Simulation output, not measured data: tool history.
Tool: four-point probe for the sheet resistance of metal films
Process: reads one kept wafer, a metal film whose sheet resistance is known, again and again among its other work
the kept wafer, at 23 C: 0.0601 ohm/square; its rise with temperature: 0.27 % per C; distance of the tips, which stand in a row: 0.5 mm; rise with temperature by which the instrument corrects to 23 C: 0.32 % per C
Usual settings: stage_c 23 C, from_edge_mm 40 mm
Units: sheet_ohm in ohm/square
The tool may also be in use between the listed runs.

| run | hour | stage_c | from_edge_mm | sheet_ohm |
|---|---|---|---|---|
| 1 | 0.0 | 23 | 40 | 0.060738 |
| 2 | 101.1 | 23 | 40 | 0.060752 |
| 3 | 197.7 | 30 | 40 | 0.060536 |
| 4 | 279.7 | 23 | 52 | 0.060798 |
| 5 | 353.3 | 23 | 52 | 0.060790 |
| 6 | 401.1 | 23 | 52 | 0.060810 |
| 7 | 498.6 | 23 | 52 | 0.060822 |
| 8 | 557.8 | 23 | 52 | 0.060130 |
| 9 | 668.0 | 28 | 40 | 0.059992 |
| 10 | 758.1 | 28 | 40 | 0.059996 |
| 11 | 833.4 | 28 | 40 | 0.060012 |
| 12 | 884.2 | 28 | 40 | 0.060021 |
| 13 | 929.5 | 23 | 40 | 0.060209 |
| 14 | 1028.3 | 23 | 40 | 0.060215 |
| 15 | 1077.0 | 23 | 40 | 0.060213 |
| 16 | 1145.7 | 19 | 40 | 0.060386 |
| 17 | 1217.6 | 19 | 40 | 0.060406 |
| 18 | 1268.4 | 23 | 40 | 0.060285 |
| 19 | 1344.0 | 23 | 10 | 0.060355 |
| 20 | 1440.8 | 23 | 40 | 0.060271 |
| 21 | 1489.3 | 29 | 40 | 0.060106 |
| 22 | 1582.1 | 29 | 40 | 0.060101 |
| 23 | 1659.1 | 29 | 40 | 0.060119 |
| 24 | 1740.5 | 22 | 63 | 0.060384 |
| 25 | 1805.3 | 21 | 34 | 0.060410 |
| 26 | 1856.9 | 23 | 49 | 0.060369 |
| 27 | 1961.6 | 23 | 18 | 0.060380 |
| 28 | 2069.1 | 23 | 18 | 0.060404 |
| 29 | 2152.7 | 19 | 6 | 0.060769 |
| 30 | 2224.7 | 34 | 24 | 0.060061 |
| 31 | 2289.3 | 19 | 4 | 0.061061 |
| 32 | 2387.2 | 26 | 16 | 0.060374 |
| 33 | 2432.4 | 26 | 16 | 0.060358 |
| 34 | 2514.5 | 26 | 16 | 0.060379 |
| 35 | 2570.0 | 19 | 28 | 0.060597 |
| 36 | 2672.3 | 19 | 28 | 0.060628 |
| 37 | 2738.7 | 34 | 47 | 0.060146 |
| 38 | 2820.1 | 26 | 12 | 0.060458 |
| 39 | 2888.4 | 35 | 27 | 0.060120 |
| 40 | 2958.8 | 21 | 40 | 0.060630 |
| 41 | 3011.2 | 21 | 40 | 0.060592 |
| 42 | 3085.1 | 25 | 40 | 0.060511 |
| 43 | 3132.4 | 25 | 40 | 0.060498 |
| 44 | 3182.9 | 21 | 17 | 0.060659 |

Taken out of this log: 1 entry between the listed runs. Where each belongs, and how the hidden state differs across it:
Between runs 7 and 8: new probe head fitted (hour 525.2)
  inner tips' distance over the nominal, %: 1.113 -> 0.088; tips' flats over new ones', %: 74 -> 1; wafer's true temperature over the reading, C: -0.11 -> -0.12
  measured less the result without the state, sheet_ohm: +0.000707 -> +0.000039 ohm/square

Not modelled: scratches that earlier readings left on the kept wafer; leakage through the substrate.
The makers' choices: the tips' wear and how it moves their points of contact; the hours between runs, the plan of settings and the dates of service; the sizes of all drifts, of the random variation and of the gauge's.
